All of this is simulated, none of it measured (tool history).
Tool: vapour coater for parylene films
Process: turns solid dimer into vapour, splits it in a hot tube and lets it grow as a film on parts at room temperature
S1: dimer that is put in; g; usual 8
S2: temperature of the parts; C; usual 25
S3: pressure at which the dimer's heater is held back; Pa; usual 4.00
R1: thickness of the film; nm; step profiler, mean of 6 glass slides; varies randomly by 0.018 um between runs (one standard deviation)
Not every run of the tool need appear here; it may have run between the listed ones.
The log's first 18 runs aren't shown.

| run | hour | S1 | S2 | S3 | R1 |
|---|---|---|---|---|---|
| 19 | 560.7 | 4 | 32 | 4.57 | 930 |
| 20 | 582.1 | 4 | 24 | 2.19 | 1560 |
| 21 | 621.2 | 12 | 26 | 10.58 | 2940 |
| 22 | 653.3 | 12 | 26 | 10.58 | 2880 |
| 23 | 679.5 | 12 | 26 | 10.58 | 2930 |
| 24 | 721.7 | 5 | 21 | 8.81 | 1560 |
| 25 | 741.9 | 4 | 25 | 4.00 | 1280 |
| 26 | 777.5 | 8 | 23 | 4.00 | 2770 |
| 27 | 806.7 | 8 | 18 | 2.15 | 3560 |
| 28 | 835.2 | 4 | 18 | 2.36 | 1800 |
| 29 | 878.7 | 3 | 21 | 3.31 | 1220 |
| 30 | 901.4 | 11 | 22 | 2.93 | 4320 |
| 31 | 941.7 | 11 | 22 | 2.93 | 4320 |
| 32 | 970.5 | 11 | 22 | 2.93 | 4360 |
| 33 | 993.9 | 13 | 24 | 5.20 | 4060 |

Consider 4 possible next runs. They are alternatives, not a sequence: every one starts from the tool as it was left by run 33. What does each give?
| A | 1029.5 | 3 | 25 | 4.00 | ? |
| B | 1029.5 | 8 | 20 | 4.00 | ? |
| C | 1029.5 | 4 | 27 | 11.34 | ? |
| D | 1029.5 | 3 | 32 | 7.09 | ? |

| run | R1 |
|---|---|
| A | 960 |
| B | 3190 |
| C | 930 |
| D | 610 |
Without the tool's unlogged condition, the same runs would have read:
| run | R1 |
|---|---|
| A | 960 |
| B | 3200 |
| C | 930 |
| D | 610 |

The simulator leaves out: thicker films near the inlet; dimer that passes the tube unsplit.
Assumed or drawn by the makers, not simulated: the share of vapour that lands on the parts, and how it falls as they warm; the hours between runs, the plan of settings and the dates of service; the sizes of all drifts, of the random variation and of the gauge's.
